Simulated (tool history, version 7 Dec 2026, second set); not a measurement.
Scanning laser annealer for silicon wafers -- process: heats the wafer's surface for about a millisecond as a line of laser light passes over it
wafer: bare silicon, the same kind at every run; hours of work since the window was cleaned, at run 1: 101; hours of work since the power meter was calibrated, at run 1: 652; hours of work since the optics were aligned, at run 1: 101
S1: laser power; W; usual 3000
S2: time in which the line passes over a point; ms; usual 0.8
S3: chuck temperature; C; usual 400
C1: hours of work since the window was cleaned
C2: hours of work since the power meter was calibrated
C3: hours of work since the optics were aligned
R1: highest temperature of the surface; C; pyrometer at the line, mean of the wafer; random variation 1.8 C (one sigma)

| run | hour | S1 | S2 | S3 | C1 | C2 | C3 | R1 |
|---|---|---|---|---|---|---|---|---|
| 1 | 0 | 3000 | 0.8 | 400 | 101 | 652 | 101 | 1143 |
| 2 | 19.7 | 3000 | 0.8 | 400 | 115 | 667 | 115 | 1143 |
| 3 | 49.3 | 3000 | 0.8 | 376 | 136 | 688 | 136 | 1119 |
| 4 | 81.1 | 3000 | 0.8 | 432 | 159 | 711 | 159 | 1172 |
| 5 | 102.1 | 3000 | 0.8 | 400 | 174 | 726 | 174 | 1145 |
| 6 | 120.8 | 3000 | 0.8 | 400 | 188 | 740 | 188 | 1143 |
| 7 | 145 | 3000 | 0.8 | 400 | 205 | 757 | 205 | 1143 |
| 8 | 166.9 | 3000 | 0.8 | 400 | 221 | 773 | 221 | 1144 |
| 9 | 191.1 | 3000 | 0.8 | 435 | 239 | 791 | 239 | 1178 |
| 10 | 222.1 | 2721 | 0.626 | 438 | 261 | 813 | 261 | 1049 |
| 11 | 249.9 | 2703 | 0.694 | 370 | 281 | 833 | 281 | 1003 |
| 12 | 280.6 | 2703 | 0.694 | 370 | 304 | 855 | 304 | 1005 |
| 13 | 308.2 | 2703 | 0.694 | 370 | 323 | 875 | 323 | 1005 |
|  | 333.1 | window over the wafer cleaned |
| 14 | 339.4 | 2703 | 0.694 | 370 | 5 | 896 | 345 | 1005 |
| 15 | 360.6 | 2972 | 0.819 | 416 | 20 | 912 | 360 | 1161 |
| 16 | 392.1 | 2991 | 0.671 | 368 | 43 | 935 | 383 | 1056 |
| 17 | 414.5 | 2630 | 0.8 | 435 | 59 | 951 | 399 | 1093 |

Each row is a separate what-if for the run after 17, all from the same tool condition, not one after another. Results?
| A | 431.8 | 2670 | 0.8 | 396 | 71 | 963 | 411 | ? |
| B | 431.8 | 2804 | 0.873 | 401 | 71 | 963 | 411 | ? |
| C | 431.8 | 2980 | 0.923 | 405 | 71 | 963 | 411 | ? |

| run | R1 |
|---|---|
| A | 1061 |
| B | 1124 |
| C | 1191 |
Stripped of hidden state, with their random variation kept, the same runs would have yielded:
| run | R1 |
|---|---|
| A | 1061 |
| B | 1125 |
| C | 1191 |
